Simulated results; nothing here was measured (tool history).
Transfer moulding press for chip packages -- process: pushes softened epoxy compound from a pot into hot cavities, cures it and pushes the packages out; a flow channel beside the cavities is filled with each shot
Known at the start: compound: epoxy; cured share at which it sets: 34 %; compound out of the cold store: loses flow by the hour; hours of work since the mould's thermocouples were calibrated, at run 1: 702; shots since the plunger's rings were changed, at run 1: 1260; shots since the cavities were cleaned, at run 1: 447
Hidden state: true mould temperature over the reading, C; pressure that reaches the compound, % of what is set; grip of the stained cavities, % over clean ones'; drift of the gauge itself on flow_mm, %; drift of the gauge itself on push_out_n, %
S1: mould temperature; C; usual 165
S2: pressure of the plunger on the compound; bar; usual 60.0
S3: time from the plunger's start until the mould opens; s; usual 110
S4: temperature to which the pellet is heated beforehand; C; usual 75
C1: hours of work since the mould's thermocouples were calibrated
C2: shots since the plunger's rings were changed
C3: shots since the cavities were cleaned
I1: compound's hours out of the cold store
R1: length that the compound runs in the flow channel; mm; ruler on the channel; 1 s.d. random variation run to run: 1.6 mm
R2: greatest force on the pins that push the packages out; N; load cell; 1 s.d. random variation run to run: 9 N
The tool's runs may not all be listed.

Run 1, hour 0.0: usual settings; C1 702; C2 1260; C3 447; I1 46.8. Result: R1 620 mm, R2 398 N.
At hour 7.6: cavities cleaned with cleaning compound and waxed.
Run 2, hour 37.9: usual settings but S4 73 C; C1 721; C2 1559; C3 249; I1 23.3. Result: R1 648 mm, R2 414 N.
At hour 70.6: cavities cleaned with cleaning compound and waxed.
Run 3, hour 90.0: usual settings but S4 73 C; C1 748; C2 1974; C3 159; I1 17.5. Result: R1 659 mm, R2 415 N.
At hour 128.8: cavities cleaned with cleaning compound and waxed.
At hour 135.1: mould's thermocouples calibrated.
Run 4, hour 154.0: usual settings but S4 73 C; C1 10; C2 2471; C3 191; I1 43.0. Result: R1 621 mm, R2 408 N.
At hour 193.1: cavities cleaned with cleaning compound and waxed.
Run 5, hour 203.3: usual settings but S1 172 C, S4 73 C; C1 35; C2 2864; C3 84; I1 31.7. Result: R1 628 mm, R2 363 N.
Run 6, hour 234.9: usual settings but S1 172 C, S4 73 C; C1 51; C2 3123; C3 343; I1 44.9. Result: R1 608 mm, R2 383 N.
At hour 254.4: cavities cleaned with cleaning compound and waxed.
Run 7, hour 288.9: usual settings but S1 172 C, S4 73 C; C1 79; C2 3555; C3 284; I1 25.3. Result: R1 635 mm, R2 356 N.
At hour 318.1: cavities cleaned with cleaning compound and waxed.
Run 8, hour 349.2: usual settings but S1 172 C, S2 52.0 bar, S4 73 C; C1 109; C2 4038; C3 256; I1 35.9. Result: R1 579 mm, R2 376 N.
At hour 376.3: cavities cleaned with cleaning compound and waxed.
At hour 395.9: plunger's sealing rings changed.
Run 9, hour 406.1: usual settings but S1 170 C, S2 61.6 bar, S3 134 s, S4 74 C; C1 137; C2 83; C3 223; I1 21.6. Result: R1 650 mm, R2 361 N.
At hour 439.8: cavities cleaned with cleaning compound and waxed.
Run 10, hour 456.7: usual settings but S1 170 C, S2 61.6 bar, S3 134 s, S4 74 C; C1 162; C2 487; C3 139; I1 15.5. Result: R1 661 mm, R2 350 N.

For run 11, what comes out?
At hour 501.3: cavities cleaned with cleaning compound and waxed.
Run 11, hour 520.0: usual settings but S1 169 C, S2 70.5 bar, S3 107 s, S4 84 C; C1 195; C2 994; C3 153; I1 37.4. Result: R1 ?, R2 ?.

Logged for run 11: R1 675 mm, R2 372 N.
Had the tool carried no hidden state, the very same run would have given R1 675 mm, R2 369 N.
